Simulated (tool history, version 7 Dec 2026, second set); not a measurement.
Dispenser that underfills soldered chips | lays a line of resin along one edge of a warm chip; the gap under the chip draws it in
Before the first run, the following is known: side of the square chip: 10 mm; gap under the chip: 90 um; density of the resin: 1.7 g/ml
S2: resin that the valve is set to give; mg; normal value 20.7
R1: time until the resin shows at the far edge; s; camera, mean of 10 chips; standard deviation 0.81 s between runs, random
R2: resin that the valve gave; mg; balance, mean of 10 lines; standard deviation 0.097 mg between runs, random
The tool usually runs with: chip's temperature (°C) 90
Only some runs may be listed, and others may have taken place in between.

Run 1, hour 0: usual settings. Result: R1 129 s, R2 20.12 mg.
At hour 1.4: new syringe of resin.
Run 2, hour 7.4: usual settings but chip's temperature (°C) 80. Result: R1 163.5 s, R2 20.01 mg.
Run 3, hour 11: usual settings. Result: R1 133.8 s, R2 20.05 mg.
At hour 12: new syringe of resin.
Run 4, hour 16.1: usual settings but chip's temperature (°C) 80. Result: R1 144.5 s, R2 20.1 mg.
At hour 22.3: new syringe of resin.
Run 5, hour 22.7: usual settings but chip's temperature (°C) 94. Result: R1 67.6 s, R2 19.89 mg.
Run 6, hour 27.3: usual settings but chip's temperature (°C) 94. Result: R1 88.6 s, R2 19.55 mg.
At hour 32.5: new syringe of resin.
Run 7, hour 33.7: usual settings but chip's temperature (°C) 94. Result: R1 71 s, R2 19.56 mg.
Run 8, hour 39.4: usual settings but chip's temperature (°C) 94. Result: R1 99.1 s, R2 19.44 mg.
At hour 43: new syringe of resin.
Run 9, hour 43.4: usual settings but chip's temperature (°C) 94. Result: R1 68.5 s, R2 19.41 mg.
Run 10, hour 46.7: usual settings but chip's temperature (°C) 94. Result: R1 82.9 s, R2 19.45 mg.
Run 11, hour 51.8: usual settings. Result: R1 133.6 s, R2 19.28 mg.
At hour 53.2: new syringe of resin.
Run 12, hour 57.6: usual settings. Result: R1 99.4 s, R2 19.28 mg.
At hour 63.4: new syringe of resin.
Run 13, hour 64.9: usual settings. Result: R1 85.3 s, R2 19.17 mg.
Run 14, hour 71.5: usual settings but S2 20.6 mg. Result: R1 126.5 s, R2 19.17 mg.
At hour 73.9: new syringe of resin.
Run 15, hour 74.8: usual settings but S2 20.6 mg. Result: R1 81.7 s, R2 18.97 mg.
Run 16, hour 80.4: usual settings but S2 23.6 mg. Result: R1 110.2 s, R2 21.57 mg.
At hour 83: dispensing valve cleaned and set on the balance.
At hour 85.1: new syringe of resin.
Run 17, hour 85.1: usual settings but chip's temperature (°C) 89. Result: R1 79.7 s, R2 20.79 mg.
Run 18, hour 89.5: usual settings but S2 23.9 mg. Result: R1 98.6 s, R2 23.82 mg.
Run 19, hour 93.6: usual settings but S2 23.9 mg. Result: R1 123.8 s, R2 23.6 mg.
At hour 95.3: new syringe of resin.
Run 20, hour 101.2: usual settings but S2 23.9 mg. Result: R1 106.3 s, R2 23.69 mg.
At hour 105.4: new syringe of resin.
Run 21, hour 108.1: usual settings but chip's temperature (°C) 79, S2 19.8 mg. Result: R1 142.9 s, R2 19.61 mg.
Run 22, hour 113.9: usual settings but chip's temperature (°C) 79, S2 19.8 mg. Result: R1 202.2 s, R2 19.24 mg.
At hour 116: new syringe of resin.
Run 23, hour 120.8: usual settings but chip's temperature (°C) 79, S2 19.8 mg. Result: R1 163 s, R2 19.36 mg.
At hour 126.2: new syringe of resin.
Run 24, hour 127.7: usual settings but chip's temperature (°C) 79, S2 19.8 mg. Result: R1 136.9 s, R2 19.33 mg.
Run 25, hour 134.2: usual settings but chip's temperature (°C) 79, S2 19.8 mg. Result: R1 196.4 s, R2 19.15 mg.
At hour 136.5: new syringe of resin.
Run 26, hour 141.3: usual settings but chip's temperature (°C) 81, S2 22.6 mg. Result: R1 145.8 s, R2 21.58 mg.
Run 27, hour 144.3: usual settings but chip's temperature (°C) 89, S2 26.5 mg. Result: R1 126.2 s, R2 25.29 mg.
At hour 147: new syringe of resin.
Run 28, hour 148.5: usual settings but chip's temperature (°C) 89, S2 26.5 mg. Result: R1 84.7 s, R2 25.24 mg.
Run 29, hour 153.2: usual settings but chip's temperature (°C) 93, S2 22.4 mg. Result: R1 97.8 s, R2 21.37 mg.
At hour 157.3: new syringe of resin.
Run 30, hour 157.3: usual settings but chip's temperature (°C) 105, S2 25.7 mg. Result: R1 43.2 s, R2 24.42 mg.
Run 31, hour 163.5: usual settings but chip's temperature (°C) 105, S2 25.7 mg. Result: R1 62.1 s, R2 24.54 mg.
At hour 167.6: new syringe of resin.
Run 32, hour 167.8: usual settings but chip's temperature (°C) 105, S2 25.7 mg. Result: R1 43 s, R2 24.24 mg.
Run 33, hour 173.8: usual settings but chip's temperature (°C) 105, S2 25.7 mg. Result: R1 62.6 s, R2 24.12 mg.
Run 34, hour 176.9: usual settings but chip's temperature (°C) 80, S2 25.1 mg. Result: R1 194.6 s, R2 23.49 mg.
At hour 178: new syringe of resin.
Run 35, hour 182.6: usual settings but chip's temperature (°C) 80, S2 25.1 mg. Result: R1 149.8 s, R2 23.27 mg.

Consider 4 possible next runs. They are alternatives, not a sequence: every one starts from the tool as it was left by run 35. What does each give?
Run A, hour 187.5: usual settings but chip's temperature (°C) 91, S2 17.7 mg. Result: R1 ?, R2 ?.
Run B, hour 187.5: usual settings but chip's temperature (°C) 79, S2 22.6 mg. Result: R1 ?, R2 ?.
Run C, hour 187.5: usual settings but chip's temperature (°C) 85. Result: R1 ?, R2 ?.
Run D, hour 187.5: usual settings but chip's temperature (°C) 89, S2 20.4 mg. Result: R1 ?, R2 ?.

run     R1     R2
  A  144.5   16.5
  B  218.3  20.93
  C    171  19.15
  D  148.9  18.98
Without the tool's unlogged condition, the same runs would have read:
run     R1     R2
  A   75.9   17.8
  B  117.1  22.58
  C   91.4  20.66
  D   79.7  20.47

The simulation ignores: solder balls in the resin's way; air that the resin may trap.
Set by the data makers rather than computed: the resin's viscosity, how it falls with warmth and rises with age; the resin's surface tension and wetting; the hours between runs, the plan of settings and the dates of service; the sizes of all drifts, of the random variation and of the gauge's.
